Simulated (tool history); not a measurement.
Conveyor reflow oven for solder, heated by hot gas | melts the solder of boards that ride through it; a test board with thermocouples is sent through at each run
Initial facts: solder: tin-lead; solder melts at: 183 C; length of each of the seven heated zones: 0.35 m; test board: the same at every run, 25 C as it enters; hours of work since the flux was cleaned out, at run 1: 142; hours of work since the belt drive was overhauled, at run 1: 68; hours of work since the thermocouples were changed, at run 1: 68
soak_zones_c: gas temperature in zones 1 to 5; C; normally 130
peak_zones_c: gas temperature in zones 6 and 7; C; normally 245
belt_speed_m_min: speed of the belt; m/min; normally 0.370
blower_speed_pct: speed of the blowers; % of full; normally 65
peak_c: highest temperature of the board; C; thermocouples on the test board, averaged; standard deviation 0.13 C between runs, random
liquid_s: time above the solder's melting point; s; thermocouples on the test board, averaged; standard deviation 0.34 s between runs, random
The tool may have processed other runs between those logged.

run,day,soak_zones_c,peak_zones_c,belt_speed_m_min,blower_speed_pct,hours of work since the flux was cleaned out,hours of work since the belt drive was overhauled,hours of work since the thermocouples were changed,peak_c,liquid_s
1,0.000,130,245,0.370,65,142,68,68,225.5,90.3
2,1.492,130,245,0.370,65,164,90,90,225.4,89.9
3,2.904,130,245,0.370,65,185,112,112,225.0,89.3
4,3.879,130,245,0.370,65,200,126,126,225.2,89.8
5,5.483,130,245,0.370,65,224,150,150,225.3,89.3
6,6.762,130,245,0.370,65,243,169,169,224.8,89.7
7,7.562,130,245,0.370,65,255,181,181,224.8,89.3
8,9.346,130,245,0.370,65,281,208,208,224.6,88.9
9,10.283,126,245,0.390,65,295,222,222,221.8,79.0
10,11.433,144,257,0.374,72,313,239,239,239.0,107.2
11,13.154,140,240,0.342,65,338,265,265,224.4,102.4
12,14.792,130,242,0.311,60,363,289,289,227.0,109.6
# day 15.504: flux residue cleaned out of gas plates and filters
13,15.942,140,245,0.324,88,7,304,304,237.2,120.5

Run 14 comes next. What will it give?
14,17.004,117,246,0.324,88,22,319,319,?,?

{"run 14": {"peak_c": 236.0, "liquid_s": 108.9}}
Without the tool's hidden state the same run would have given peak_c 234.9 C, liquid_s 107.2 s.

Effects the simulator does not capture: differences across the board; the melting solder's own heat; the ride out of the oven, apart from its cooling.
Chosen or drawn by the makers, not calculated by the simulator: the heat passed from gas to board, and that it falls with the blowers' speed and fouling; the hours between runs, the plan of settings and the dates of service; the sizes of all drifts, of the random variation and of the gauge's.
